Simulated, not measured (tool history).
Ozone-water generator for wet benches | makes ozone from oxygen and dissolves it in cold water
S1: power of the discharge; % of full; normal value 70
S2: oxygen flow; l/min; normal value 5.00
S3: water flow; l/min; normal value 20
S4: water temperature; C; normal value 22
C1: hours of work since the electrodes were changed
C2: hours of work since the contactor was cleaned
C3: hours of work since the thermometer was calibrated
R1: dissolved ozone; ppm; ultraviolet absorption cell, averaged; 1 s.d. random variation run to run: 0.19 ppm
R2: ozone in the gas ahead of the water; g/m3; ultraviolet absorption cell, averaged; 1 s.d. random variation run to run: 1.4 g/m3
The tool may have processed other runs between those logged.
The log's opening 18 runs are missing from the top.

run	hour	S1	S2	S3	S4	C1	C2	C3	R1	R2
19	884.9	90	2.55	20	21	848	1201	4088	32.8	460.6
20	914.7	89	8.36	21	21	867	1221	4107	28.6	213.6
21	961.4	90	5.00	20	22	897	1251	4137	32.1	300.9
22	995.6	58	7.44	12	17	920	1273	4160	32.0	164.3
23	1036.0	58	7.44	12	17	946	1299	4186	32.2	163.4
24	1066.4	43	5.00	12	22	965	1319	4205	25.6	166.8
25	1121.6	80	6.92	17	16	1001	1354	4241	34.5	219.5
26	1150.5	80	6.92	17	16	1020	1373	4260	34.2	221.4
27	1213.7	99	5.00	13	22	1061	1414	4301	46.8	322.5
28	1254.5	99	6.55	20	22	1087	1440	4327	32.8	269.7
29	1300.3	70	4.03	17	22	1117	1470	4357	30.2	277.1
30	1364.3	76	2.67	14	18	1158	1511	4398	40.5	388.0
31	1411.4	76	2.67	14	18	1188	1542	4428	40.3	388.9
32	1447.2	44	3.22	18	18	1212	1565	4452	21.1	222.6
33	1497.0	44	3.22	18	18	1244	1597	4484	21.2	223.2

Here are 4 independent what-if runs from the current tool condition. What would each one return?
A	1528.5	44	6.75	16	18	1264	1618	4504	?	?
B	1528.5	42	7.22	20	27	1264	1618	4504	?	?
C	1528.5	40	5.00	20	22	1264	1618	4504	?	?
D	1528.5	64	6.70	18	18	1264	1618	4504	?	?

run	R1	R2
A	21.3	139.7
B	14.9	127.8
C	16.8	156.3
D	26.5	186.1
With the hidden condition removed and each run's random variation left untouched, the same runs would have given:
run	R1	R2
A	22.5	143.5
B	15.8	131.1
C	17.8	160.0
D	28.5	193.6

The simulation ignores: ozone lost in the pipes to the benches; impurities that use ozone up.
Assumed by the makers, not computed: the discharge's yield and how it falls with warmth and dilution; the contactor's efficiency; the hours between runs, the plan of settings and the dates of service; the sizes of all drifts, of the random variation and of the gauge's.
